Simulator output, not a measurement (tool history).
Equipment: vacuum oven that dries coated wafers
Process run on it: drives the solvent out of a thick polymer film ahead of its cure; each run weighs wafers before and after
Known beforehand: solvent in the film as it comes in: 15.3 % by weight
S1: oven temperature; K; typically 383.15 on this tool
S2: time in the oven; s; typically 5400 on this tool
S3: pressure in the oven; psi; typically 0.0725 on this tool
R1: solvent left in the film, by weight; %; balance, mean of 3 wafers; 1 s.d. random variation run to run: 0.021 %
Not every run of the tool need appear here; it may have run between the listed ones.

run 1 hour=0.0 | S1=383.15 S2=5400 S3=0.0725 | R1=1.41
run 2 hour=39.8 | S1=383.15 S2=8280 S3=0.0725 | R1=0.58
run 3 hour=61.9 | S1=383.15 S2=8280 S3=0.0725 | R1=0.57
run 4 hour=81.0 | S1=383.15 S2=3300 S3=0.0725 | R1=3.16
run 5 hour=101.3 | S1=383.15 S2=3300 S3=0.0725 | R1=3.15
run 6 hour=138.3 | S1=383.15 S2=3300 S3=0.0725 | R1=3.19
run 7 hour=172.4 | S1=383.15 S2=3300 S3=0.0725 | R1=3.16
run 8 hour=194.6 | S1=383.15 S2=4140 S3=0.0725 | R1=2.31
run 9 hour=220.4 | S1=380.15 S2=5400 S3=0.0725 | R1=2.01
run 10 hour=241.2 | S1=383.15 S2=5400 S3=0.0725 | R1=1.45
run 11 hour=260.2 | S1=383.15 S2=7320 S3=0.0725 | R1=0.75
run 12 hour=289.3 | S1=383.15 S2=5400 S3=0.0725 | R1=1.46
run 13 hour=322.5 | S1=383.15 S2=5400 S3=0.0725 | R1=1.48
run 14 hour=350.5 | S1=383.15 S2=5400 S3=0.0725 | R1=1.49
run 15 hour=385.7 | S1=383.15 S2=5400 S3=0.0725 | R1=1.48
run 16 hour=425.0 | S1=383.15 S2=5400 S3=0.0725 | R1=1.51
run 17 hour=451.8 | S1=383.15 S2=3720 S3=0.1416 | R1=2.94
run 18 hour=472.8 | S1=380.15 S2=5400 S3=0.0656 | R1=2.09
run 19 hour=509.6 | S1=369.15 S2=5040 S3=0.0656 | R1=5.26
run 20 hour=533.0 | S1=369.15 S2=5040 S3=0.0656 | R1=5.29
run 21 hour=570.2 | S1=369.15 S2=5040 S3=0.0656 | R1=5.26
run 22 hour=593.6 | S1=383.15 S2=5400 S3=0.1901 | R1=1.82
run 23 hour=629.3 | S1=383.15 S2=5400 S3=0.1901 | R1=1.78
run 24 hour=647.9 | S1=383.15 S2=5400 S3=0.1901 | R1=1.79
run 25 hour=678.0 | S1=379.15 S2=5400 S3=0.1143 | R1=2.45
run 26 hour=695.1 | S1=379.15 S2=5400 S3=0.1143 | R1=2.51
run 27 hour=734.7 | S1=379.15 S2=5400 S3=0.1143 | R1=2.48
run 28 hour=760.6 | S1=379.15 S2=5400 S3=0.1143 | R1=2.49
run 29 hour=787.2 | S1=379.15 S2=2940 S3=0.1500 | R1=4.54
run 30 hour=807.6 | S1=379.15 S2=2940 S3=0.1500 | R1=4.55
run 31 hour=837.1 | S1=379.15 S2=2940 S3=0.1500 | R1=4.52

Not shown: 1 entry that the log had between the listed runs. Between which runs, and how does the tool's hidden state differ before and after?
From run 28 to run 29: oven's thermocouples calibrated (hour 766.0)
  true wafer temperature over the reading, C: -2.08 -> 0; true pressure over the reading, kPa: 0.231 -> 0.233
  the result without the hidden state subtracted from the measured one, R1: +0.53 -> +0.07 %
